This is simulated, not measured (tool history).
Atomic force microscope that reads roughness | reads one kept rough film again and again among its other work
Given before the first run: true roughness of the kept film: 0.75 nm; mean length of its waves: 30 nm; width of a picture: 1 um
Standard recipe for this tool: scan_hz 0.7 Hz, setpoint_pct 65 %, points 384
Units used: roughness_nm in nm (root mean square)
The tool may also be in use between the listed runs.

run,hour,scan_hz,setpoint_pct,points,roughness_nm
1,0,0.7,65,384,0.692
# hour 22.1: new tip fitted
2,23.3,0.7,65,384,0.709
3,40.8,0.7,65,384,0.709
4,72.7,0.7,65,384,0.708
5,105.3,0.7,65,384,0.706
6,123.8,0.7,65,384,0.704
7,148.4,0.7,65,267,0.695
8,173.6,0.7,65,688,0.705
# hour 176.3: height scale calibrated on a step standard
9,198.8,0.7,65,688,0.705
10,227.1,0.7,65,688,0.702
11,243.9,1.164,65,726,0.688
# hour 249.7: height scale calibrated on a step standard, once more
12,259.3,1.164,65,726,0.689
13,285.7,3.395,75,980,0.591
14,311,3.992,75,675,0.574
15,333.2,3.992,75,675,0.573

Below are 3 alternative next runs, each starting from the tool's condition after run 15. Predict each:
A,346.9,1.32,84,397,?
B,346.9,2.769,69,811,?
C,346.9,0.7,65,775,?

run,roughness_nm
A,0.63
B,0.636
C,0.696
What these runs would have given with no unlogged condition in the tool:
run,roughness_nm
A,0.647
B,0.653
C,0.715
